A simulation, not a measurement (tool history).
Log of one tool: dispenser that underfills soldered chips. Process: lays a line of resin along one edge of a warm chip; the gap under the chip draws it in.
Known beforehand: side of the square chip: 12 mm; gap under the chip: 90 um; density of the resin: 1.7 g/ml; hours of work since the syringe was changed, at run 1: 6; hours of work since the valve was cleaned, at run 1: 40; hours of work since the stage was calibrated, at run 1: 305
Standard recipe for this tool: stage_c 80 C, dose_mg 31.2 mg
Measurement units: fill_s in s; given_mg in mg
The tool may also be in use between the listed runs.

run   hour  stage_c  dose_mg  hours of work since the syringe was changed  hours of work since the valve was cleaned  hours of work since the stage was calibrated  fill_s  given_mg
  1      0       80     31.2                                            6                                         40                                           305     109        30
       1.6  -- new syringe of resin
      10.5  -- new syringe of resin
  2   15.9       80     33.9                                            4                                         51                                           315    97.1     32.38
      19.7  -- new syringe of resin
        29  -- new syringe of resin
  3   29.4       80     33.9                                            0                                         59                                           324    77.6     32.08
      38.2  -- new syringe of resin
  4   45.6       80     29.4                                            5                                         70                                           334   109.9     27.58
      47.5  -- new syringe of resin
      56.7  -- new syringe of resin
  5   58.1       80     29.4                                            1                                         78                                           342    84.3     27.24
      66.6  -- new syringe of resin
  6   74.4       80     26.9                                            5                                         88                                           353   116.1     24.83
      76.2  -- new syringe of resin
      85.5  -- new syringe of resin
  7   89.8       74     31.2                                            3                                         98                                           362   113.7     28.28
      94.5  -- new syringe of resin
  8   97.6       80     31.2                                            2                                        103                                           367      90     28.46
     103.7  -- new syringe of resin
  9  104.6       80     31.2                                            1                                        108                                           372    81.1     28.14
     113.4  -- new syringe of resin
     120.9  -- dispensing valve cleaned and set on the balance
 10  120.9       80     31.2                                            4                                          0                                           382    99.7     31.09
     123.4  -- new syringe of resin
     132.4  -- new syringe of resin
 11  135.3       80     31.2                                            2                                          9                                           391      88     30.71
     141.6  -- new syringe of resin
 12  143.2       75     31.2                                            1                                         14                                           396    97.9     30.67
     150.9  -- new syringe of resin
 13  151.5       75     31.2                                            0                                         19                                           401    94.6     30.63
     160.7  -- new syringe of resin
 14  162.2       80     31.2                                            1                                         26                                           408    80.4     30.34
     170.1  -- new syringe of resin
 15  172.4       80     31.2                                            1                                         33                                           415    86.5     30.17
     179.6  -- new syringe of resin
 16  186.3       80     31.2                                            4                                         42                                           424   104.7     29.87
       189  -- new syringe of resin
 17  196.2       65     31.2                                            5                                         48                                           430     183     29.63
     197.9  -- new syringe of resin
     207.4  -- new syringe of resin
 18  212.4       65     31.2                                            3                                         59                                           441   172.5     29.56
     216.9  -- new syringe of resin
 19  223.5       65     31.2                                            4                                         66                                           448   179.9     29.23
     226.1  -- new syringe of resin
     235.4  -- new syringe of resin
 20  240.1       83     37.8                                            3                                         76                                           458    83.5     35.32
     244.4  -- new syringe of resin
 21  249.5       83     37.8                                            3                                         83                                           464    86.4     34.82
       254  -- new syringe of resin
 22  261.4       77     37.8                                            5                                         90                                           472   115.5      34.5
     263.7  -- new syringe of resin
 23  271.6       75       27                                            5                                         97                                           479   142.9     24.68
     272.7  -- new syringe of resin
     281.9  -- new syringe of resin
 24  284.9       95     29.4                                            2                                        105                                           487    56.1     26.54
     290.7  -- new syringe of resin
 25  293.7       87     37.7                                            2                                        111                                           493    68.4     33.77
     300.2  -- new syringe of resin
 26  300.9       90     34.3                                            0                                        115                                           497    56.8     30.72
     304.6  -- dispensing valve cleaned and set on the balance
 27  309.4       90     34.3                                            5                                          3                                           502    78.5     34.37
     310.9  -- new syringe of resin
     320.1  -- new syringe of resin
 28  320.6       67     28.5                                            0                                         10                                           509   131.1     28.38
     329.3  -- new syringe of resin
 29  329.3       79     32.7                                            0                                         16                                           515    79.9     32.28
       339  -- new syringe of resin
 30  342.3       79     32.7                                            2                                         24                                           523    94.3     31.94
       348  -- new syringe of resin
     357.2  -- new syringe of resin
 31    358       81     28.1                                            1                                         34                                           533    80.3      27.1
       366  -- new syringe of resin
 32  367.8       84     26.9                                            1                                         41                                           540    78.1     25.89
       375  -- new syringe of resin
 33  380.5       84     26.9                                            4                                         49                                           548    91.5     25.56

What if the next run were any one of these 5? Each begins from the tool's condition after run 33:
     384.7  -- new syringe of resin
  A  391.2       70     34.6                                            4                                         56                                           555       ?         ?
     384.7  -- new syringe of resin
  B  391.2       80     31.2                                            4                                         56                                           555       ?         ?
     384.7  -- new syringe of resin
  C  391.2       82     40.5                                            4                                         56                                           555       ?         ?
     384.7  -- new syringe of resin
  D  391.2       71     35.1                                            4                                         56                                           555       ?         ?
     384.7  -- new syringe of resin
  E  391.2       73     37.8                                            4                                         56                                           555       ?         ?

run  fill_s  given_mg
  A   145.9     32.78
  B   105.4     29.51
  C    92.5     38.34
  D   141.8     33.06
  E     129     35.83
Had the tool no hidden state, the same runs would have come out as:
run  fill_s  given_mg
  A   103.2     34.63
  B    74.3     31.17
  C    65.9     40.49
  D   100.1     34.92
  E    91.6     37.84

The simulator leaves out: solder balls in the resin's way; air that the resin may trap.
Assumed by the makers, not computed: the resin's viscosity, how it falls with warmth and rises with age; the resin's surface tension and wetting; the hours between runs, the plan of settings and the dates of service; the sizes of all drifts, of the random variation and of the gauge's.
